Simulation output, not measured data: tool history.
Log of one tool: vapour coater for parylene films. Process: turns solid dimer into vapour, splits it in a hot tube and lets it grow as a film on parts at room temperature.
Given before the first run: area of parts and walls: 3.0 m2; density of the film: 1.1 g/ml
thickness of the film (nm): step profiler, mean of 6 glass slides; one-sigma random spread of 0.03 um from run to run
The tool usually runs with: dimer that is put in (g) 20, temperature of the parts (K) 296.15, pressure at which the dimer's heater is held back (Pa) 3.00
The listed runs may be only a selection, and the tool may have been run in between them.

run   hour  dimer that is put in (g)  temperature of the parts (K)  pressure at which the dimer's heater is held back (Pa)  thickness of the film (nm)
  1    0.0                        20                        296.15                                                    3.00                        4220
  2   13.5                        20                        296.15                                                    3.00                        4140
  3   28.1                        20                        296.15                                                    3.00                        4130
  4   39.3                        20                        296.15                                                    3.00                        4090
  5   46.0                        20                        296.15                                                    3.00                        4120
  6   56.7                        20                        289.15                                                    3.00                        5160
  7   64.6                        20                        289.15                                                    3.00                        5090
  8   80.5                        20                        289.15                                                    3.00                        5130
  9   95.5                        20                        289.15                                                    3.00                        5130
 10  104.9                        13                        296.15                                                    3.00                        2660
 11  120.4                        13                        296.15                                                    3.00                        2680
 12  133.5                        13                        296.15                                                    3.00                        2670
 13  140.7                        13                        296.15                                                    3.00                        2620
 14  150.2                        13                        296.15                                                    3.00                        2660
 15  161.1                        27                        296.15                                                    3.00                        5570
 16  176.9                        27                        296.15                                                    3.00                        5600
 17  184.6                        20                        294.15                                                    3.00                        4390
 18  197.9                        20                        294.15                                                    3.00                        4350
 19  208.4                        20                        294.15                                                    3.00                        4310
 20  223.6                        20                        294.15                                                    3.00                        4300
 21  233.5                        20                        294.15                                                    3.00                        4330
 22  244.5                        20                        294.15                                                    7.89                        3930
 23  258.2                        20                        294.15                                                    7.89                        3960
 24  266.0                         9                        298.15                                                    3.00                        1690
 25  280.9                         9                        298.15                                                    7.86                        1590
 26  290.7                        36                        296.15                                                    2.34                        7500
 27  305.5                        36                        297.15                                                    3.16                        7040
 28  319.8                        20                        296.15                                                    6.04                        3790
 29  326.2                        21                        303.15                                                    9.93                        3010
 30  335.7                        14                        288.15                                                    5.38                        3430

Predict the results of run 31:
 31  344.8                        14                        288.15                                                    5.38                           ?

{"run 31": {"thickness of the film (nm)": 3450}}
Had the tool carried no hidden state, the very same run would have given thickness of the film (nm) 3560.

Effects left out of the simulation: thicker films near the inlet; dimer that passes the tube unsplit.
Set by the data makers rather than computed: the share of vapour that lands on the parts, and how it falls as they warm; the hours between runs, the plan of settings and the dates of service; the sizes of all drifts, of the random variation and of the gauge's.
